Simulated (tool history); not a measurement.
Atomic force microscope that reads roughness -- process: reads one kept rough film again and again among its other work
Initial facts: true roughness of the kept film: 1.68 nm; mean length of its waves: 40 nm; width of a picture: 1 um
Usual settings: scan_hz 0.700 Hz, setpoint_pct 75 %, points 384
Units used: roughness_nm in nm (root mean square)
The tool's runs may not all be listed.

run     day  scan_hz  setpoint_pct  points  roughness_nm
  1   0.000    0.700            75     384         1.514
  2   0.479    0.700            75     384         1.501
  3   0.946    0.700            75     384         1.505
  4   1.442    1.358            75     384         1.432
  5   1.746    1.358            75     384         1.432
  6   2.033    0.700            75     384         1.489
  7   2.462    0.700            75     384         1.488
  8   2.788    0.700            75     384         1.490
  9   3.042    0.700            72     384         1.497
 10   3.388    0.700            72     384         1.503
 11   3.900    0.700            72     428         1.508
 12   4.238    0.700            75     384         1.490
 13   4.492    0.700            75     384         1.478
 14   4.912    0.700            75     384         1.470
 15   5.388    0.700            75     384         1.479
 16   5.771    0.700            75     264         1.468
 17   5.983    0.700            75     264         1.456
 18   6.267    0.700            75     264         1.461
 19   6.646    0.700            75     384         1.460
 20   7.083    0.700            75     384         1.464
 21   7.571    0.700            75     384         1.462
 22   7.821    0.700            75     384         1.459
 23   8.096    0.700            75     963         1.450
      8.425  -- new tip fitted
 24   8.438    0.700            75     384         1.542
 25   8.888    2.001            75     384         1.414
 26   9.392    2.001            75     384         1.411
 27   9.825    0.700            63     384         1.590
 28  10.096    1.546            75     384         1.449
 29  10.512    0.702            75     494         1.537
 30  10.908    1.178            75     898         1.497
 31  11.117    0.700            75     337         1.518
 32  11.346    0.700            60     384         1.585
 33  11.812    0.700            79     529         1.524
 34  12.212    0.700            79     529         1.523
 35  12.542    0.700            79     529         1.500
 36  12.921    0.688            75     298         1.523
 37  13.167    0.700            57     472         1.576
 38  13.392    0.700            57     472         1.592
 39  13.800    1.931            79     921         1.364
 40  14.162    1.931            79     921         1.351
 41  14.638    3.407            82     448         1.146
 42  15.092    0.815            57     770         1.558
 43  15.500    0.521            78     524         1.510
 44  16.000    0.832            60     955         1.545
 45  16.329    0.700            77     384         1.484
 46  16.762    2.134            75     521         1.355
 47  17.212    1.075            75     792         1.457
 48  17.542    3.791            63     363         1.354
 49  17.908    3.791            63     363         1.372
 50  18.300    3.791            63     363         1.357
 51  18.600    1.773            75     384         1.370
 52  18.825    1.773            75     384         1.355
 53  19.312    1.773            75     384         1.375

Selected run-to-run steps in roughness_nm, each split into two signed amounts: the part the tool would show with no hidden state at all (from settings, incoming material and random variation), and the remainder, which goes to the hidden state together with any gauge scatter not common to the measured and the hidden-state-free results:
Hidden conditions of the tool in this case: radius of the tip, nm; height scale over the true one, %; drift of the gauge itself on roughness_nm, %.
Run 23 -> 24: points 963 -> 384, new tip fitted. roughness_nm +0.092 nm (root mean square): hidden state +0.103, all else -0.011.
Run 38 -> 39: scan_hz 0.700 -> 1.931, setpoint_pct 57 -> 79, points 472 -> 921. roughness_nm -0.228 nm (root mean square): hidden state +0.003, all else -0.231.
Run 40 -> 41: scan_hz 1.931 -> 3.407, setpoint_pct 79 -> 82, points 921 -> 448. roughness_nm -0.205 nm (root mean square): hidden state +0.002, all else -0.207.
Run 41 -> 42: scan_hz 3.407 -> 0.815, setpoint_pct 82 -> 57, points 448 -> 770. roughness_nm +0.412 nm (root mean square): hidden state -0.016, all else +0.428.
Run 46 -> 47: scan_hz 2.134 -> 1.075, points 521 -> 792. roughness_nm +0.102 nm (root mean square): hidden state -0.007, all else +0.109.

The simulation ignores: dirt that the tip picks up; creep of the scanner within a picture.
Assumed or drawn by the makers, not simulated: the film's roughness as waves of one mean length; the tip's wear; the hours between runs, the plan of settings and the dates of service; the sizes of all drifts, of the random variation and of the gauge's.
